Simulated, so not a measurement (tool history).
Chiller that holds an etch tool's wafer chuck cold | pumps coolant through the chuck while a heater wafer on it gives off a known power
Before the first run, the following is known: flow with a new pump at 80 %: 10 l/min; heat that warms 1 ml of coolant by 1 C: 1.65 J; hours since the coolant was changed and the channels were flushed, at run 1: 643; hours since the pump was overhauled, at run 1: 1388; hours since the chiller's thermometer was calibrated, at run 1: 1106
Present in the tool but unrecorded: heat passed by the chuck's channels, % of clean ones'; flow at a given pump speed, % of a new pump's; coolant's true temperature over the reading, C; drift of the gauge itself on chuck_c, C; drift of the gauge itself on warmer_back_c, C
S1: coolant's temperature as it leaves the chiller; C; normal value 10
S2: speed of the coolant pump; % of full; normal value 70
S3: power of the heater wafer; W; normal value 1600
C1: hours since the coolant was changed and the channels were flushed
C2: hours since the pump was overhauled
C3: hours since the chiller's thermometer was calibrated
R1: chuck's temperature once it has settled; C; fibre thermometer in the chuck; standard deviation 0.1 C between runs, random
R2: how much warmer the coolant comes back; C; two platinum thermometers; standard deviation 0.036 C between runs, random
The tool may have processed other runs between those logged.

{"run": 1, "day": 0.0, "S1": 10, "S2": 70, "S3": 1600, "C1": 643, "C2": 1388, "C3": 1106, "R1": 24.1, "R2": 6.64}
{"run": 2, "day": 2.542, "S1": 10, "S2": 70, "S3": 1600, "C1": 704, "C2": 1449, "C3": 1167, "R1": 24.2, "R2": 6.66}
{"run": 3, "day": 5.775, "S1": 5, "S2": 70, "S3": 1600, "C1": 781, "C2": 1527, "C3": 1245, "R1": 19.1, "R2": 6.64}
{"run": 4, "day": 8.2, "S1": 5, "S2": 78, "S3": 1600, "C1": 839, "C2": 1585, "C3": 1303, "R1": 18.3, "R2": 5.93}
{"run": 5, "day": 9.988, "S1": 0, "S2": 70, "S3": 1600, "C1": 882, "C2": 1628, "C3": 1346, "R1": 14.0, "R2": 6.59}
{"run": 6, "day": 13.342, "S1": 0, "S2": 70, "S3": 1600, "C1": 963, "C2": 1708, "C3": 1426, "R1": 14.4, "R2": 6.68}
{"run": 7, "day": 14.946, "S1": 10, "S2": 70, "S3": 1600, "C1": 1001, "C2": 1747, "C3": 1465, "R1": 24.1, "R2": 6.68}
{"run": 8, "day": 18.733, "S1": 10, "S2": 70, "S3": 1600, "C1": 1092, "C2": 1838, "C3": 1556, "R1": 24.2, "R2": 6.56}
{"run": 9, "day": 21.467, "S1": 10, "S2": 70, "S3": 1600, "C1": 1158, "C2": 1903, "C3": 1621, "R1": 24.1, "R2": 6.67}
{"run": 10, "day": 25.321, "S1": 10, "S2": 70, "S3": 1600, "C1": 1250, "C2": 1996, "C3": 1714, "R1": 24.2, "R2": 6.6}
{"run": 11, "day": 27.075, "S1": 10, "S2": 70, "S3": 1600, "C1": 1292, "C2": 2038, "C3": 1756, "R1": 24.2, "R2": 6.71}
{"run": 12, "day": 30.588, "S1": 2, "S2": 70, "S3": 1600, "C1": 1377, "C2": 2122, "C3": 1840, "R1": 16.0, "R2": 6.63}
{"run": 13, "day": 33.771, "S1": 2, "S2": 70, "S3": 1600, "C1": 1453, "C2": 2199, "C3": 1916, "R1": 16.2, "R2": 6.74}
{"run": 14, "day": 36.312, "S1": 10, "S2": 61, "S3": 1600, "C1": 1514, "C2": 2260, "C3": 1978, "R1": 25.5, "R2": 7.65}
{"run": 15, "day": 37.917, "S1": 10, "S2": 61, "S3": 1600, "C1": 1553, "C2": 2298, "C3": 2016, "R1": 25.5, "R2": 7.63}
{"run": 16, "day": 40.679, "S1": 10, "S2": 61, "S3": 1600, "C1": 1619, "C2": 2365, "C3": 2082, "R1": 25.5, "R2": 7.58}
{"day": 43.362, "done": "chiller's thermometer calibrated"}
{"run": 17, "day": 43.629, "S1": 5, "S2": 70, "S3": 1261, "C1": 1689, "C2": 2434, "C3": 6, "R1": 16.2, "R2": 5.22}
{"run": 18, "day": 45.329, "S1": 5, "S2": 70, "S3": 1261, "C1": 1729, "C2": 2475, "C3": 47, "R1": 16.1, "R2": 5.2}
{"run": 19, "day": 47.658, "S1": 11, "S2": 63, "S3": 1600, "C1": 1785, "C2": 2531, "C3": 103, "R1": 26.2, "R2": 7.42}
{"run": 20, "day": 51.283, "S1": 20, "S2": 97, "S3": 952, "C1": 1872, "C2": 2618, "C3": 190, "R1": 26.8, "R2": 2.83}
{"run": 21, "day": 53.717, "S1": 20, "S2": 97, "S3": 952, "C1": 1931, "C2": 2676, "C3": 249, "R1": 26.7, "R2": 2.86}
{"run": 22, "day": 55.979, "S1": 15, "S2": 71, "S3": 939, "C1": 1985, "C2": 2731, "C3": 303, "R1": 23.4, "R2": 3.85}
{"run": 23, "day": 58.142, "S1": 20, "S2": 99, "S3": 1600, "C1": 2037, "C2": 2783, "C3": 355, "R1": 31.5, "R2": 4.74}
{"run": 24, "day": 61.721, "S1": 20, "S2": 99, "S3": 810, "C1": 2123, "C2": 2869, "C3": 441, "R1": 25.8, "R2": 2.4}
{"run": 25, "day": 64.45, "S1": 8, "S2": 70, "S3": 1600, "C1": 2188, "C2": 2934, "C3": 506, "R1": 22.2, "R2": 6.64}
{"run": 26, "day": 66.288, "S1": 10, "S2": 70, "S3": 842, "C1": 2233, "C2": 2978, "C3": 550, "R1": 17.5, "R2": 3.49}
{"run": 27, "day": 68.479, "S1": 2, "S2": 70, "S3": 1828, "C1": 2285, "C2": 3031, "C3": 603, "R1": 18.2, "R2": 7.67}
{"run": 28, "day": 70.254, "S1": 2, "S2": 70, "S3": 2129, "C1": 2328, "C2": 3073, "C3": 645, "R1": 20.8, "R2": 8.82}

Below are 3 alternative next runs, each starting from the tool's condition after run 28. Predict each:
{"run": "A", "day": 73.792, "S1": 2, "S2": 70, "S3": 2129, "C1": 2413, "C2": 3158, "C3": 730, "R1": "?", "R2": "?"}
{"run": "B", "day": 73.792, "S1": 20, "S2": 63, "S3": 1170, "C1": 2413, "C2": 3158, "C3": 730, "R1": "?", "R2": "?"}
{"run": "C", "day": 73.792, "S1": 11, "S2": 70, "S3": 2129, "C1": 2413, "C2": 3158, "C3": 730, "R1": "?", "R2": "?"}

run=A R1=20.8 R2=8.87
run=B R1=30.9 R2=5.40
run=C R1=29.9 R2=8.77
With the hidden condition removed and each run's random variation left untouched, the same runs would have given:
run=A R1=20.8 R2=8.87
run=B R1=30.9 R2=5.40
run=C R1=29.9 R2=8.76
